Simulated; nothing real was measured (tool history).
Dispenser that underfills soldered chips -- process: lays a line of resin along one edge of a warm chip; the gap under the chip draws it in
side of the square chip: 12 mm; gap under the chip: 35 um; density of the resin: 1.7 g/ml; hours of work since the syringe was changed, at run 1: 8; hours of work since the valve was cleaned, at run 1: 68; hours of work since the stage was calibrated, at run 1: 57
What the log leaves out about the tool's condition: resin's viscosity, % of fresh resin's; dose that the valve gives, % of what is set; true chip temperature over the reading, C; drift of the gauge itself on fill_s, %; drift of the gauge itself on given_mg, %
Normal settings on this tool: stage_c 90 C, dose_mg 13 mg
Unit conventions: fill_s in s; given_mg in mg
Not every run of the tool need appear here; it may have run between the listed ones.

run	hour	stage_c	dose_mg	hours of work since the syringe was changed	hours of work since the valve was cleaned	hours of work since the stage was calibrated	fill_s	given_mg
1	0	90	13	8	68	57	571.6	12.45
# hour 2.9: new syringe of resin
2	9.8	90	13	5	75	65	497.5	12.33
# hour 15.8: new syringe of resin
3	18.6	87	13	2	82	71	440.7	12.17
4	24.3	90	13	7	86	76	535.2	12.28
5	28.4	90	11.4	10	89	79	676.6	10.75
# hour 29.3: new syringe of resin
6	35.6	90	11.4	5	95	84	490.7	10.59
7	40.9	90	13	9	99	89	608.6	12.15
# hour 42.7: new syringe of resin
8	50.2	81	13	6	106	96	678.9	12.04
# hour 55.9: new syringe of resin
9	59.2	79	13	3	112	102	589.9	12.02
10	64.4	90	13	7	117	106	528.9	12.06
# hour 69: new syringe of resin
# hour 70: dispensing valve cleaned and set on the balance
11	72.2	90	13	2	2	112	380.7	12.98
12	80.2	90	13	8	8	118	562.5	12.97
# hour 83.7: new syringe of resin
13	88.5	90	13	4	14	124	432.4	12.86
14	93.7	76	13	8	18	128	912.2	12.9
# hour 97.1: new syringe of resin
15	101.2	76	13	3	24	134	666.6	12.73
16	107.3	76	13	8	29	138	926.5	12.67
# hour 110.5: new syringe of resin
17	113.5	90	13	2	33	143	383.4	12.69
18	121.5	90	13	9	39	149	570.8	12.58
# hour 123.8: new syringe of resin
19	130.5	85	12.1	5	46	156	573.9	11.71
# hour 136.9: new syringe of resin
20	139.1	96	14.1	2	53	162	304.8	13.63
21	143.3	94	12.3	5	56	166	409	11.87
22	149	94	12.3	9	60	170	555.7	11.79
# hour 150: new syringe of resin
23	155.1	94	12.3	4	65	175	390.2	11.79
# hour 163.1: new syringe of resin
24	163.1	102	14.1	0	71	181	223.4	13.37
25	170.8	76	12.7	6	77	187	788	12.05
# hour 176.3: new syringe of resin
26	179.1	101	13	2	83	193	271.1	12.21
27	185.3	102	16.6	7	88	198	341.9	15.58
# hour 189.3: new syringe of resin
28	191.5	91	14.8	2	93	202	357.7	13.84
29	201.2	91	15.7	9	100	210	563.4	14.52
# hour 202.3: new syringe of resin
30	211.1	102	13	7	108	217	351.7	11.99
# hour 215.4: new syringe of resin
31	218.1	102	13	2	113	223	261.2	12.12
32	222.6	94	14.3	6	116	226	415.3	13.14
# hour 228.5: dispensing valve cleaned and set on the balance
# hour 229.3: new syringe of resin
33	229.5	89	12.9	0	1	231	350.2	12.98
34	237.9	89	12.9	7	7	237	533.2	12.89
# hour 242.5: new syringe of resin
35	244.7	89	12.4	2	12	242	371.8	12.23

What if the next run were any one of these 3? Each begins from the tool's condition after run 35:
A	251.5	79	11.8	7	18	247	?	?
B	251.5	79	16.5	7	18	247	?	?
C	251.5	100	11.7	7	18	247	?	?

run	fill_s	given_mg
A	757.4	11.6
B	715.2	16.33
C	377.4	11.5
With the hidden condition removed and each run's random variation left untouched, the same runs would have given:
run	fill_s	given_mg
A	525.6	11.76
B	497.6	16.55
C	259.8	11.66
